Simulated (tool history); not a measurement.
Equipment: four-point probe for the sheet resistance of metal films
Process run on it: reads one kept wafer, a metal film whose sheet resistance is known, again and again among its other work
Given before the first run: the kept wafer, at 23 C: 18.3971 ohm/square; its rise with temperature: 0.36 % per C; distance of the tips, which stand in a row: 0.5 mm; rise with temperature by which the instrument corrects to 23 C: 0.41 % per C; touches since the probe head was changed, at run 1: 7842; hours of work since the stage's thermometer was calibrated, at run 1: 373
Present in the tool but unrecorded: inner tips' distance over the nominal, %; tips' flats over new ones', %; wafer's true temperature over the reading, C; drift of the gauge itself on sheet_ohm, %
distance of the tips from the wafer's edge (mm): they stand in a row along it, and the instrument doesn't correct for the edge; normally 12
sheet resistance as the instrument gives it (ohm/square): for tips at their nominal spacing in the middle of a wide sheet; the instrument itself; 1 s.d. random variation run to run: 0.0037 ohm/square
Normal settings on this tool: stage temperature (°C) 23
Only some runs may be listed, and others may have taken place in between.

run,day,stage temperature (°C),distance of the tips from the wafer's edge (mm),touches since the probe head was changed,hours of work since the stage's thermometer was calibrated,sheet resistance as the instrument gives it (ohm/square)
1,0,23,12,7842,373,18.401645
2,5.308,23,12,10284,432,18.411557
3,8.658,23,12,11824,470,18.407552
4,14.362,23,18,14447,533,18.406807
5,17.321,27,12,15808,566,18.380768
6,22.238,23,12,18069,621,18.419524
7,27.15,23,12,20329,676,18.42278
8,32.175,23,12,22640,732,18.428226
9,37.725,23,12,25192,794,18.430462
10,40.808,26,12,26610,828,18.403626
# day 41.329: stage's thermometer calibrated
11,44.058,26,12,28095,30,18.399818
12,49.788,26,12,30730,94,18.398317
# day 50.208: stage's thermometer calibrated, once more
13,54.708,26,12,32984,50,18.435223
14,60.017,34,5,35425,109,18.448454
15,63.912,30,12,37215,153,18.399205
16,69.096,30,16,39599,210,18.400935

What does the tool deliver on the next run?
17,72.038,21,6,40953,243,?

sheet resistance as the instrument gives it (ohm/square): 18.537348
The same run, on a tool lacking any hidden state, would have yielded sheet resistance as the instrument gives it (ohm/square) 18.47829.

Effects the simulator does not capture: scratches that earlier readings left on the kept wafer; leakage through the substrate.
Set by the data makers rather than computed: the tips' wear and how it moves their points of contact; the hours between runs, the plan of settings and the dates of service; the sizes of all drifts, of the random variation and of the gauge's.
